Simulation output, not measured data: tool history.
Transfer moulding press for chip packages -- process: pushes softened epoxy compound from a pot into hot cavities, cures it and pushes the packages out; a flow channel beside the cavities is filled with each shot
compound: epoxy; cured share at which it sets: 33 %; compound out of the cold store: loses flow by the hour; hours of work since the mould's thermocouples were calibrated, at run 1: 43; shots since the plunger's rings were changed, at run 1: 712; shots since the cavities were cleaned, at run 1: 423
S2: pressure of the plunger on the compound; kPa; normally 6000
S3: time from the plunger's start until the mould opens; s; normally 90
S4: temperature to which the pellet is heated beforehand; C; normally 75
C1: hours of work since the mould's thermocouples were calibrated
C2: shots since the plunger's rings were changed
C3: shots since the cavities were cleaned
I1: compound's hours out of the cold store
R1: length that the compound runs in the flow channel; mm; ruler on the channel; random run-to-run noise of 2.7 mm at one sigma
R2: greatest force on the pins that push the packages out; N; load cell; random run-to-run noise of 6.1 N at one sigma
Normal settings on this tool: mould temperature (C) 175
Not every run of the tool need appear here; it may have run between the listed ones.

Run 1, hour 0.0: usual settings; C1 43; C2 712; C3 423; I1 23.1. Result: R1 786 mm, R2 332 N.
Run 2, hour 6.7: usual settings; C1 47; C2 786; C3 497; I1 26.5. Result: R1 766 mm, R2 356 N.
Run 3, hour 12.4: usual settings but S4 77 C; C1 50; C2 849; C3 560; I1 39.8. Result: R1 716 mm, R2 352 N.
At hour 19.4: cavities cleaned with cleaning compound and waxed.
Run 4, hour 19.9: usual settings but S4 77 C; C1 53; C2 916; C3 6; I1 26.6. Result: R1 763 mm, R2 260 N.
Run 5, hour 27.9: usual settings but S4 77 C; C1 58; C2 1005; C3 95; I1 34.4. Result: R1 733 mm, R2 288 N.
Run 6, hour 36.9: usual settings; C1 63; C2 1105; C3 195; I1 9.9. Result: R1 825 mm, R2 327 N.
Run 7, hour 42.7: usual settings; C1 66; C2 1168; C3 258; I1 33.6. Result: R1 738 mm, R2 320 N.
Run 8, hour 55.2: usual settings; C1 73; C2 1308; C3 398; I1 39.0. Result: R1 718 mm, R2 338 N.
Run 9, hour 67.3: usual settings but S2 7120 kPa; C1 80; C2 1442; C3 532; I1 44.5. Result: R1 758 mm, R2 335 N.
At hour 76.6: cavities cleaned with cleaning compound and waxed.
Run 10, hour 77.2: usual settings but S2 7120 kPa; C1 85; C2 1535; C3 7; I1 28.7. Result: R1 815 mm, R2 265 N.
Run 11, hour 89.1: usual settings but S4 83 C; C1 91; C2 1667; C3 139; I1 17.4. Result: R1 788 mm, R2 309 N.
Run 12, hour 102.0: usual settings but S4 83 C; C1 99; C2 1810; C3 282; I1 34.7. Result: R1 727 mm, R2 313 N.
Run 13, hour 115.1: usual settings but S4 83 C; C1 106; C2 1955; C3 427; I1 16.5. Result: R1 790 mm, R2 355 N.
Run 14, hour 123.6: usual settings; C1 111; C2 2050; C3 522; I1 23.4. Result: R1 764 mm, R2 367 N.
At hour 134.2: cavities cleaned with cleaning compound and waxed.
Run 15, hour 136.6: usual settings but mould temperature (C) 169, S3 88 s; C1 117; C2 2177; C3 26; I1 17.6. Result: R1 814 mm, R2 459 N.
Run 16, hour 143.9: usual settings but S2 4680 kPa, S4 78 C; C1 121; C2 2259; C3 108; I1 30.0. Result: R1 650 mm, R2 289 N.
Run 17, hour 150.0: usual settings but mould temperature (C) 170, S2 6480 kPa, S3 91 s, S4 68 C; C1 125; C2 2326; C3 175; I1 29.3. Result: R1 799 mm, R2 426 N.
Run 18, hour 158.4: usual settings but mould temperature (C) 183, S2 6480 kPa, S3 91 s, S4 68 C; C1 129; C2 2420; C3 269; I1 41.8. Result: R1 692 mm, R2 244 N.
Run 19, hour 168.4: usual settings but mould temperature (C) 176, S2 5820 kPa; C1 135; C2 2530; C3 379; I1 34.0. Result: R1 705 mm, R2 313 N.
Run 20, hour 180.9: usual settings but mould temperature (C) 176, S2 5820 kPa; C1 142; C2 2669; C3 518; I1 24.3. Result: R1 736 mm, R2 349 N.
Run 21, hour 187.9: usual settings but mould temperature (C) 176, S2 5820 kPa; C1 146; C2 2747; C3 596; I1 24.5. Result: R1 737 mm, R2 341 N.
At hour 191.8: cavities cleaned with cleaning compound and waxed.
Run 22, hour 199.4: usual settings but mould temperature (C) 176, S2 5820 kPa; C1 152; C2 2858; C3 84; I1 15.0. Result: R1 769 mm, R2 283 N.
Run 23, hour 208.2: usual settings but mould temperature (C) 176, S2 5820 kPa, S3 98 s, S4 76 C; C1 157; C2 2955; C3 181; I1 19.6. Result: R1 749 mm, R2 265 N.
Run 24, hour 219.5: usual settings but mould temperature (C) 176, S2 5820 kPa, S3 98 s, S4 76 C; C1 163; C2 3081; C3 307; I1 24.6. Result: R1 726 mm, R2 277 N.
Run 25, hour 228.8: usual settings but S2 5510 kPa, S3 105 s, S4 70 C; C1 168; C2 3185; C3 411; I1 16.7. Result: R1 740 mm, R2 289 N.
Run 26, hour 241.7: usual settings but mould temperature (C) 176, S2 4960 kPa, S3 124 s, S4 70 C; C1 175; C2 3328; C3 554; I1 46.9. Result: R1 605 mm, R2 282 N.
At hour 249.6: cavities cleaned with cleaning compound and waxed.
Run 27, hour 253.5: usual settings but mould temperature (C) 177, S2 4960 kPa, S3 124 s, S4 70 C; C1 181; C2 3441; C3 42; I1 20.7. Result: R1 678 mm, R2 220 N.
Run 28, hour 264.3: usual settings but S2 5950 kPa, S3 87 s; C1 187; C2 3561; C3 162; I1 18.3. Result: R1 761 mm, R2 333 N.

Branching from run 28: 3 alternative next runs. What would each branch give?
Run A, hour 270.5: usual settings but mould temperature (C) 170, S2 5950 kPa, S3 87 s; C1 191; C2 3630; C3 231; I1 22.3. Result: R1 ?, R2 ?.
Run B, hour 270.5: usual settings but mould temperature (C) 181, S2 5370 kPa, S3 124 s; C1 191; C2 3630; C3 231; I1 24.3. Result: R1 ?, R2 ?.
Run C, hour 270.5: usual settings but S2 5950 kPa, S3 87 s, S4 77 C; C1 191; C2 3630; C3 231; I1 42.2. Result: R1 ?, R2 ?.

run   R1   R2
  A  772  510
  B  680  242
  C  678  327
With no hidden state in the tool, these same runs would have given:
run   R1   R2
  A  817  410
  B  720  199
  C  718  266

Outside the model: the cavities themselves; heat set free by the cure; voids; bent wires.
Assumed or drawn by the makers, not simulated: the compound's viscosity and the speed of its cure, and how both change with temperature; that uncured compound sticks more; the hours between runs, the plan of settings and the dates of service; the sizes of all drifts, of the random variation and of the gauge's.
